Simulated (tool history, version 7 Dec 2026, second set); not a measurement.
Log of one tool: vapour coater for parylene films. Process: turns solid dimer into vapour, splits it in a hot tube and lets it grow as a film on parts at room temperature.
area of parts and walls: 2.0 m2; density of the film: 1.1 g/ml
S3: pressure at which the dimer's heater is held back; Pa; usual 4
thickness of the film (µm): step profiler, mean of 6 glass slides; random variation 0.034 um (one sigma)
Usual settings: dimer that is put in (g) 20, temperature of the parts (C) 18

Run 1, hour 0: usual settings. Result: thickness of the film (µm) 5.4.
Run 2, hour 31.7: usual settings. Result: thickness of the film (µm) 5.44.
Run 3, hour 58.7: usual settings. Result: thickness of the film (µm) 5.48.
Run 4, hour 89: usual settings but temperature of the parts (C) 21. Result: thickness of the film (µm) 4.93.
Run 5, hour 113.8: usual settings but temperature of the parts (C) 21. Result: thickness of the film (µm) 4.83.
Run 6, hour 130.1: usual settings but temperature of the parts (C) 21. Result: thickness of the film (µm) 4.87.
Run 7, hour 150.6: usual settings but S3 10.07 Pa. Result: thickness of the film (µm) 4.4.
Run 8, hour 174.1: usual settings but S3 9.32 Pa. Result: thickness of the film (µm) 4.46.
Run 9, hour 207.7: usual settings but S3 9.32 Pa. Result: thickness of the film (µm) 4.44.
Run 10, hour 235.5: usual settings. Result: thickness of the film (µm) 5.37.
Run 11, hour 265.8: usual settings but S3 4.2 Pa. Result: thickness of the film (µm) 5.22.
Run 12, hour 296.9: usual settings but S3 4.2 Pa. Result: thickness of the film (µm) 5.21.
Run 13, hour 325.2: usual settings but S3 4.2 Pa. Result: thickness of the film (µm) 5.31.
Run 14, hour 346.8: usual settings. Result: thickness of the film (µm) 5.33.
At hour 372.2: trap's valve overhauled.
Run 15, hour 375.4: usual settings. Result: thickness of the film (µm) 5.02.
Run 16, hour 408.8: usual settings. Result: thickness of the film (µm) 5.07.
Run 17, hour 436.4: usual settings. Result: thickness of the film (µm) 5.
Run 18, hour 460.6: usual settings. Result: thickness of the film (µm) 5.05.
At hour 483.2: trap's valve overhauled, once more.
Run 19, hour 494.6: usual settings but dimer that is put in (g) 26, S3 2.93 Pa. Result: thickness of the film (µm) 7.75.
Run 20, hour 514.1: usual settings but dimer that is put in (g) 22, temperature of the parts (C) 14. Result: thickness of the film (µm) 7.06.
Run 21, hour 547.9: usual settings but dimer that is put in (g) 24, temperature of the parts (C) 24. Result: thickness of the film (µm) 5.39.
Run 22, hour 562: usual settings but temperature of the parts (C) 13. Result: thickness of the film (µm) 6.59.
Run 23, hour 581.8: usual settings but dimer that is put in (g) 28, temperature of the parts (C) 27, S3 7.38 Pa. Result: thickness of the film (µm) 4.87.
Run 24, hour 598.8: usual settings but dimer that is put in (g) 23, temperature of the parts (C) 27, S3 4.69 Pa. Result: thickness of the film (µm) 4.5.
Run 25, hour 616.2: usual settings but dimer that is put in (g) 11, temperature of the parts (C) 14. Result: thickness of the film (µm) 3.47.
Run 26, hour 646.3: usual settings but dimer that is put in (g) 11, temperature of the parts (C) 14. Result: thickness of the film (µm) 3.43.
Run 27, hour 668.3: usual settings but dimer that is put in (g) 11, temperature of the parts (C) 14. Result: thickness of the film (µm) 3.46.
Run 28, hour 690.2: usual settings but dimer that is put in (g) 11, temperature of the parts (C) 22. Result: thickness of the film (µm) 2.61.
Run 29, hour 710.3: usual settings but dimer that is put in (g) 19, temperature of the parts (C) 23. Result: thickness of the film (µm) 4.36.
Run 30, hour 743.1: usual settings but S3 3.97 Pa. Result: thickness of the film (µm) 5.43.
Run 31, hour 763.5: usual settings but dimer that is put in (g) 17, S3 3.97 Pa. Result: thickness of the film (µm) 4.59.
Run 32, hour 778.4: usual settings but S3 3.19 Pa. Result: thickness of the film (µm) 5.74.
Run 33, hour 796.4: usual settings but S3 3.19 Pa. Result: thickness of the film (µm) 5.65.
Run 34, hour 829.7: usual settings but dimer that is put in (g) 14, temperature of the parts (C) 20, S3 3.19 Pa. Result: thickness of the film (µm) 3.72.
Run 35, hour 855.4: usual settings but S3 10.17 Pa. Result: thickness of the film (µm) 4.41.
Run 36, hour 870: usual settings but S3 10.17 Pa. Result: thickness of the film (µm) 4.34.

Hidden state or all else? Some run-to-run changes of thickness of the film (µm), split into what the settings, what came in and random variation would give without the hidden state, and what is left for the hidden state (with any gauge scatter that isn't in both results):
The hidden state here: vapour lost through the trap's worn valve, %; true temperature of the parts over the reading, C; drift of the gauge itself on film_um, %.
Run 14 -> 15: trap's valve overhauled. thickness of the film (µm) -0.31: hidden state -0.23, all else -0.08.
Run 18 -> 19: dimer that is put in (g) 20 -> 26, S3 4 -> 2.93, trap's valve overhauled, once more. thickness of the film (µm) +2.7: hidden state +0.48, all else +2.22.
Run 28 -> 29: dimer that is put in (g) 11 -> 19, temperature of the parts (C) 22 -> 23. thickness of the film (µm) +1.75: hidden state -0.06, all else +1.81.
Run 33 -> 34: dimer that is put in (g) 20 -> 14, temperature of the parts (C) 18 -> 20. thickness of the film (µm) -1.93: hidden state +0.08, all else -2.01.
